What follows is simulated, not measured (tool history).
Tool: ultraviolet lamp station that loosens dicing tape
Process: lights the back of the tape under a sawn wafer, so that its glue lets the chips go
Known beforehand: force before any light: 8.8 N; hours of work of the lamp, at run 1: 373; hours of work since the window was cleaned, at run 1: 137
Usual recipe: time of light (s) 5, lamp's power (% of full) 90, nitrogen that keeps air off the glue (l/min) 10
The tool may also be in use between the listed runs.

run     day  time of light (s)  lamp's power (% of full)  nitrogen that keeps air off the glue (l/min)  hours of work of the lamp  hours of work since the window was cleaned  force that peels the tape off (N)  light that reached the tape (mJ/cm²)
  1       0                  5                        90                                            10                        373                                         137                              0.757                                   507
  2   1.004                  5                        90                                            10                        392                                         155                              0.725                                   506
  3   1.821                  5                        90                                            10                        407                                         170                              0.708                                   501
  4   2.467                  5                        90                                            10                        418                                         182                              0.708                                   501
  5   3.529                  5                        90                                            10                        438                                         201                              0.733                                   504
  6     4.5                  5                        90                                            10                        456                                         219                              0.742                                   502
  7   5.858                  5                        90                                            10                        481                                         244                              0.721                                   502
  8   6.846                  5                        90                                            10                        499                                         262                              0.723                                   501
  9   7.738                  5                        90                                            10                        515                                         278                              0.739                                   500
 10   8.892                  5                        90                                            10                        536                                         299                              0.732                                   500
 11  10.212                  5                        90                                            10                        560                                         324                              0.739                                   500
     10.967  -- window cleaned of glue's vapour
 12  11.504                  5                        90                                            10                        584                                          10                              0.701                                   502
 13  12.862                  5                        93                                            10                        608                                          35                              0.672                                   520
 14  14.112                  5                        79                                            10                        631                                          58                              0.921                                   439
 15  15.604                  5                        79                                            10                        659                                          85                              0.937                                   441
 16  16.538                  5                        79                                            10                        676                                         102                              0.975                                   439
 17  17.679                  5                        79                                            10                        696                                         123                              0.913                                   445
 18  18.883                  5                        79                                            10                        719                                         145                               0.95                                   443
 19  19.971                  5                        79                                            10                        738                                         165                               0.91                                   435
 20  20.862                  5                        90                                             4                        755                                         181                               1.11                                   500
 21  21.738                  5                        90                                             4                        771                                         197                              1.138                                   499
 22  22.758                  5                        76                                            10                        789                                         216                              0.998                                   426
 23  24.021                  6                        90                                             5                        813                                         239                              0.687                                   604
 24  24.788                  2                        79                                            17                        827                                         253                              3.155                                   178
 25  25.938                  4                        64                                             5                        848                                         274                              2.515                                   288
 26  26.617                  4                        89                                             8                        860                                         286                              1.255                                   395
 27  28.108                  4                        89                                             8                        887                                         314                              1.224                                   397
     29.304  -- window cleaned of glue's vapour
 28  29.579                  3                        94                                            10                        914                                           5                              1.612                                   320
 29  30.496                  4                        61                                            12                        931                                          22                               1.95                                   269
 30  31.812                  3                        61                                             4                        955                                          46                              3.594                                   202
 31  33.017                  7                        86                                             6                        977                                          68                              0.501                                   675
 32  34.183                  7                        86                                             6                        998                                          89                              0.522                                   672
 33  35.212                  9                        90                                            20                       1017                                         108                              0.241                                   905
 34  35.933                  2                        94                                             4                       1030                                         121                              3.619                                   212
 35  37.333                  6                        90                                            13                       1056                                         147                              0.462                                   602
 36  38.525                  6                        88                                            18                       1078                                         169                              0.453                                   589
 37  39.925                  6                        88                                            18                       1103                                         194                              0.436                                   589
 38  40.629                  6                        66                                            18                       1116                                         207                              0.774                                   445
 39  41.542                  9                        76                                            19                       1133                                         224                              0.284                                   759
 40  42.896                  2                        76                                            15                       1158                                         249                              3.285                                   168
 41  44.221                  5                        90                                            18                       1182                                         273                                0.6                                   504
     44.771  -- lamp changed
 42  45.325                  5                        90                                            18                         10                                         292                              0.568                                   508

Branching from run 42: 4 alternative next runs. What would each branch give?
  A  46.658                  5                        92                                             5                         35                                         317                                  ?                                     ?
  B  46.658                  8                        77                                            11                         35                                         317                                  ?                                     ?
  C  46.658                  2                        90                                            19                         35                                         317                                  ?                                     ?
  D  46.658                  6                        95                                            18                         35                                         317                                  ?                                     ?

run  force that peels the tape off (N)  light that reached the tape (mJ/cm²)
  A                              0.933                                   517
  B                              0.386                                   684
  C                              2.573                                   202
  D                              0.365                                   635
Stripped of hidden state, with their random variation kept, the same runs would have yielded:
run  force that peels the tape off (N)  light that reached the tape (mJ/cm²)
  A                              0.931                                   517
  B                              0.385                                   684
  C                               2.57                                   202
  D                              0.364                                   636
